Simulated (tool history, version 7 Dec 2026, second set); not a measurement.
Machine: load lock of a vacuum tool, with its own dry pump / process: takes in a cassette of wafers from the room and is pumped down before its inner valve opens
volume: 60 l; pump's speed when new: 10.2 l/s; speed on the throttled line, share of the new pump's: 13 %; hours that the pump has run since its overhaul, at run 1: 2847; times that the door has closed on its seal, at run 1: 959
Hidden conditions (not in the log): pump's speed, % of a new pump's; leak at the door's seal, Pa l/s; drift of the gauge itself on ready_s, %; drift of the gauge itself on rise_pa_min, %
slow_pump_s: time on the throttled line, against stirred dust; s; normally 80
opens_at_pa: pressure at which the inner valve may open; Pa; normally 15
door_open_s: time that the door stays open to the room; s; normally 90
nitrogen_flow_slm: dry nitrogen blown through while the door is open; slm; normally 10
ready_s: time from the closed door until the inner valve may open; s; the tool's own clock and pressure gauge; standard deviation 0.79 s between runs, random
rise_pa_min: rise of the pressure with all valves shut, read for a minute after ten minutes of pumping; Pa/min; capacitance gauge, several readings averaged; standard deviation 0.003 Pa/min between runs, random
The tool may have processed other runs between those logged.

run	hour	slow_pump_s	opens_at_pa	door_open_s	nitrogen_flow_slm	hours that the pump has run since its overhaul	times that the door has closed on its seal	incoming humidity of the room's air, %	ready_s	rise_pa_min
1	0	80	15	90	10	2847	959	43	123	0.04
2	94	87	15	90	10	2941	1299	45.6	129.1	0.047
3	186.2	87	15	90	10	3034	1633	49	129.9	0.056
4	244.1	45	15	90	10	3091	1843	41.8	92.8	0.052
5	330.5	77	15	90	10	3178	2156	45.7	118.4	0.056
6	421.8	77	15	90	10	3269	2486	43.6	120.3	0.058
7	521.9	80	15	90	10	3369	2849	45.4	122.8	0.06
8	568.7	80	15	90	10	3416	3018	44.7	124.1	0.062
9	662.5	80	15	90	10	3510	3358	45.6	122.6	0.066
10	715.1	73	15	90	10	3562	3548	39.8	115.6	0.065
11	760.4	47	15	90	10	3608	3712	46.6	94.3	0.08
12	860.6	80	15	90	10	3708	4075	47.7	123.6	0.081
13	937.1	80	15	90	35	3784	4352	44.4	123.3	0.064
14	1002.4	80	15	90	10	3850	4588	45	123.3	0.082
15	1106.5	80	15	219	10	3954	4965	44	122.8	0.119
16	1188.5	80	15	219	10	4036	5262	43.3	122.2	0.114
17	1277	80	15	219	10	4124	5583	41	122.5	0.118
18	1349.4	80	15	219	10	4197	5845	43.3	122.7	0.129
19	1449.6	80	15	219	10	4297	6208	42.1	122.4	0.134
20	1538.5	67	13	141	10	4386	6529	46.3	112.8	0.128
21	1600.1	77	15	82	44	4447	6752	44.2	120.8	0.108
22	1689.2	77	15	82	44	4537	7075	45	118.9	0.109
23	1792.3	46	25	184	9	4640	7448	45.1	90.6	0.152
24	1872.7	46	13	76	12	4720	7740	43.4	94.3	0.129
25	1952	80	15	64	10	4799	8027	43.4	122.4	0.129
26	2050	80	15	64	10	4897	8381	46	122.1	0.141
27	2092.6	80	15	64	10	4940	8536	43.6	124.2	0.145
28	2185.1	83	27	65	10	5032	8871	45.2	121.2	0.153
29	2289.3	83	27	65	10	5137	9248	42.6	123.1	0.157
30	2354.1	83	27	65	10	5201	9483	43	121	0.164
31	2409.6	83	16	65	45	5257	9683	40.6	126.8	0.154
32	2488.8	80	26	28	15	5336	9970	44.6	119.4	0.162
33	2578	80	26	28	15	5425	10293	45.7	120.2	0.172
34	2623	112	12	38	15	5470	10456	45.6	152.2	0.172
35	2665.8	112	12	38	15	5513	10611	46.7	152.3	0.175
36	2767.2	80	15	27	7	5615	10978	45.2	122.3	0.185
37	2849.2	80	17	90	10	5697	11275	45.3	123.2	0.214

A few steps of ready_s between consecutive runs. Split each: what settings, incoming material and random variation would produce without the hidden state, and what is left over for the hidden state, along with gauge scatter present in only one of the two compared results (measured, and without hidden state):
Run 3 -> 4: slow_pump_s 87 -> 45. ready_s -37.1 s: hidden state +0.1, all else -37.2.
Run 10 -> 11: slow_pump_s 73 -> 47. ready_s -21.3 s: hidden state +0.2, all else -21.5.
Run 19 -> 20: slow_pump_s 80 -> 67, opens_at_pa 15 -> 13, door_open_s 219 -> 141. ready_s -9.6 s: hidden state +0.2, all else -9.8.
Run 20 -> 21: slow_pump_s 67 -> 77, opens_at_pa 13 -> 15, door_open_s 141 -> 82, nitrogen_flow_slm 10 -> 44. ready_s +8 s: hidden state -0.2, all else +8.2.
Run 33 -> 34: slow_pump_s 80 -> 112, opens_at_pa 26 -> 12, door_open_s 28 -> 38. ready_s +32 s: hidden state +0.2, all else +31.8.
Run 35 -> 36: slow_pump_s 112 -> 80, opens_at_pa 12 -> 15, door_open_s 38 -> 27, nitrogen_flow_slm 15 -> 7. ready_s -30 s: hidden state +0, all else -30.

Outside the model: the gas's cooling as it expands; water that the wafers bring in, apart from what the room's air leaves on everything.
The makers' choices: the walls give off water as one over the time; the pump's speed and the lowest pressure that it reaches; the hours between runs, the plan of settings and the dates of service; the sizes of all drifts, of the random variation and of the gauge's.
